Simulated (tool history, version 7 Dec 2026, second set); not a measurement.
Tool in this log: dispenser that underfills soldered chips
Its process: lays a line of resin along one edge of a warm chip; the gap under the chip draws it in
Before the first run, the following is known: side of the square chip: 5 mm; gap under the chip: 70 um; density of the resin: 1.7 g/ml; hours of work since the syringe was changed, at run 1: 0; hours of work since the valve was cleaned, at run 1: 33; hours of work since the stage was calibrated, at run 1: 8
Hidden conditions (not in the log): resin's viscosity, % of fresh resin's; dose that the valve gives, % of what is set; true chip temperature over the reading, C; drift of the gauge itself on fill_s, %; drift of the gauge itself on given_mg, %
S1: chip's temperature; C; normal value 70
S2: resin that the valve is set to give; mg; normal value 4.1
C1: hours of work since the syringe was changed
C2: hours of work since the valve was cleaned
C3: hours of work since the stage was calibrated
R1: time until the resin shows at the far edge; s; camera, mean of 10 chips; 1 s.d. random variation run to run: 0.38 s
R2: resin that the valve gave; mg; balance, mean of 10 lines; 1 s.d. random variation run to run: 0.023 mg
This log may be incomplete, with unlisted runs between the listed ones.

Run 1, hour 0: usual settings; C1 0; C2 33; C3 8. Result: R1 23.6 s, R2 3.99 mg.
Run 2, hour 7.2: usual settings; C1 6; C2 39; C3 14. Result: R1 33.2 s, R2 3.95 mg.
At hour 9.8: new syringe of resin.
Run 3, hour 14.3: usual settings; C1 4; C2 44; C3 19. Result: R1 28.7 s, R2 3.96 mg.
Run 4, hour 18.2: usual settings; C1 7; C2 47; C3 22. Result: R1 34.9 s, R2 3.95 mg.
At hour 19.7: new syringe of resin.
Run 5, hour 24.8: usual settings; C1 4; C2 52; C3 27. Result: R1 30.1 s, R2 3.87 mg.
Run 6, hour 28.7: usual settings but S1 67 C; C1 7; C2 55; C3 31. Result: R1 40.7 s, R2 3.94 mg.
At hour 29.7: new syringe of resin.
Run 7, hour 34.3: usual settings but S1 67 C; C1 4; C2 59; C3 35. Result: R1 32.7 s, R2 3.91 mg.
At hour 40.1: new syringe of resin.
Run 8, hour 41.2: usual settings; C1 1; C2 64; C3 40. Result: R1 24.2 s, R2 3.88 mg.
Run 9, hour 46.2: usual settings; C1 5; C2 68; C3 44. Result: R1 32 s, R2 3.87 mg.
At hour 50.3: new syringe of resin.
Run 10, hour 52.6: usual settings but S2 3.77 mg; C1 2; C2 73; C3 49. Result: R1 26.8 s, R2 3.53 mg.
Run 11, hour 56.6: usual settings but S1 63 C, S2 5.2 mg; C1 5; C2 76; C3 52. Result: R1 38.4 s, R2 4.85 mg.
At hour 60.6: new syringe of resin.
Run 12, hour 60.7: usual settings but S1 57 C, S2 5.05 mg; C1 0; C2 79; C3 55. Result: R1 35.5 s, R2 4.73 mg.
Run 13, hour 66.9: usual settings but S1 58 C, S2 5.07 mg; C1 5; C2 84; C3 60. Result: R1 45.3 s, R2 4.78 mg.
At hour 70.6: new syringe of resin.
Run 14, hour 73.3: usual settings but S2 4.66 mg; C1 2; C2 89; C3 65. Result: R1 26.1 s, R2 4.37 mg.
At hour 76.5: dispensing valve cleaned and set on the balance.
Run 15, hour 79.2: usual settings but S2 3.56 mg; C1 6; C2 2; C3 68. Result: R1 35.1 s, R2 3.6 mg.
At hour 81.8: new syringe of resin.
Run 16, hour 86.6: usual settings but S2 3.56 mg; C1 4; C2 8; C3 74. Result: R1 30.6 s, R2 3.52 mg.
At hour 92.2: new syringe of resin.
Run 17, hour 93.1: usual settings but S1 64 C, S2 5.07 mg; C1 1; C2 13; C3 79. Result: R1 29.6 s, R2 5.04 mg.
Run 18, hour 96.6: usual settings but S1 75 C, S2 4.07 mg; C1 3; C2 15; C3 82. Result: R1 24.8 s, R2 4.01 mg.
Run 19, hour 100.8: usual settings but S1 66 C, S2 4.82 mg; C1 7; C2 19; C3 85. Result: R1 38.8 s, R2 4.71 mg.
At hour 102.2: new syringe of resin.
Run 20, hour 107.6: usual settings but S1 66 C, S2 4.82 mg; C1 4; C2 24; C3 90. Result: R1 33.4 s, R2 4.78 mg.

Predict each of these 4 candidate next runs independently; none follows another, all start after run 20:
At hour 112: new syringe of resin.
Run A, hour 112: usual settings but S1 82 C, S2 4.23 mg; C1 0; C2 27; C3 93. Result: R1 ?, R2 ?.
At hour 112: new syringe of resin.
Run B, hour 112: usual settings but S1 56 C, S2 4.22 mg; C1 0; C2 27; C3 93. Result: R1 ?, R2 ?.
At hour 112: new syringe of resin.
Run C, hour 112: usual settings but S1 72 C, S2 3.93 mg; C1 0; C2 27; C3 93. Result: R1 ?, R2 ?.
At hour 112: new syringe of resin.
Run D, hour 112: usual settings but S1 83 C, S2 4.82 mg; C1 0; C2 27; C3 93. Result: R1 ?, R2 ?.

run    R1    R2
  A  15.8  4.12
  B  39.5  4.16
  C  22.8  3.87
  D  15.3  4.71
Without the tool's hidden state the same runs would have given:
run    R1    R2
  A  15.4  4.21
  B  38.6  4.25
  C  22.3  3.95
  D  15.1  4.82

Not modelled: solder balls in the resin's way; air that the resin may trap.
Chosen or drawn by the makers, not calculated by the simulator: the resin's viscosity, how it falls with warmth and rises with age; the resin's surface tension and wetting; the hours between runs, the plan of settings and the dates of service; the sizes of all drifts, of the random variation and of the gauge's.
